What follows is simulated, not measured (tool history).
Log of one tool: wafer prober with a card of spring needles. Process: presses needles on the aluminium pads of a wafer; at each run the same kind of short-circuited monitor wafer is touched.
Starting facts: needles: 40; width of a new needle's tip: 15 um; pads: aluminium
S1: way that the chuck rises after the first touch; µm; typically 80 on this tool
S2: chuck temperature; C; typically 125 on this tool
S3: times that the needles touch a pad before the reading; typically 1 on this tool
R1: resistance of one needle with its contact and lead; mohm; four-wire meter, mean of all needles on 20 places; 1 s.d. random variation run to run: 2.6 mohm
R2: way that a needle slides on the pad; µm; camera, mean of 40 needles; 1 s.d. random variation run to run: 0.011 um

run   hour  S1   S2  S3   R1     R2
  1      0  80  125   1  345  15.19
         6  -- tips cleaned on abrasive film
      22.5  -- tips cleaned on abrasive film
  2     24  80  125   1  308  15.16
        37  -- height of the first contact set anew
      39.1  -- tips cleaned on abrasive film
  3     42  80  125   1  319  15.22
      56.6  -- tips cleaned on abrasive film
  4   60.5  98  125   1  309  18.64
      74.1  -- tips cleaned on abrasive film
  5   85.9  98  125   1  326  18.62
      91.3  -- tips cleaned on abrasive film
     107.9  -- tips cleaned on abrasive film
  6  109.5  80  125   1  312  15.16
     125.4  -- tips cleaned on abrasive film
  7  137.6  80  125   1  347  15.18
     142.6  -- tips cleaned on abrasive film
     159.3  -- tips cleaned on abrasive film
     164.3  -- height of the first contact set anew
  8  164.3  80  125   1  325  15.22
     178.5  -- tips cleaned on abrasive film
  9  181.8  85  125   1  321  16.18
     195.6  -- tips cleaned on abrasive film
 10  206.2  78  125   1  344  14.83
       214  -- tips cleaned on abrasive film
     231.1  -- tips cleaned on abrasive film
 11  231.1  78  125   1  301  14.78
     248.5  -- tips cleaned on abrasive film
 12  258.4  70  125   1  357  13.26
     266.5  -- tips cleaned on abrasive film
     283.4  -- tips cleaned on abrasive film
 13  288.6  77  122   3  312   14.6
       292  -- height of the first contact set anew
     301.9  -- tips cleaned on abrasive film
 14  306.6  75  125   2  320  14.27
     320.2  -- tips cleaned on abrasive film
     336.5  -- tips cleaned on abrasive film
 15  338.2  75  125   2  305  14.26
     353.1  -- tips cleaned on abrasive film
 16    359  94   29   2  285  17.87
     371.9  -- tips cleaned on abrasive film
     390.3  -- tips cleaned on abrasive film
 17  390.6  94   29   2  272  17.84
       407  -- tips cleaned on abrasive film
 18  415.3  94   29   2  289  17.83
     419.8  -- height of the first contact set anew
     425.4  -- tips cleaned on abrasive film
 19  431.9  94   29   2  292  17.88
       443  -- tips cleaned on abrasive film
 20    449  97   64   2  294  18.45
     459.5  -- tips cleaned on abrasive film
       478  -- tips cleaned on abrasive film
 21  478.4  84   88   2  289  15.96
     496.6  -- tips cleaned on abrasive film
 22  508.8  86   36   1  320  16.32
     513.2  -- tips cleaned on abrasive film
     529.7  -- tips cleaned on abrasive film
 23  529.7  82   67   1  286  15.55

Run 24 comes next. What will it give?
     547.7  -- tips cleaned on abrasive film
       548  -- height of the first contact set anew
 24  548.4  74  99   2   ?   ?

R1: 297 mohm
R2: 14.07 µm
If the tool had no hidden condition, the same run with the same run-to-run variation would have returned R1 290 mohm, R2 14.07 µm.
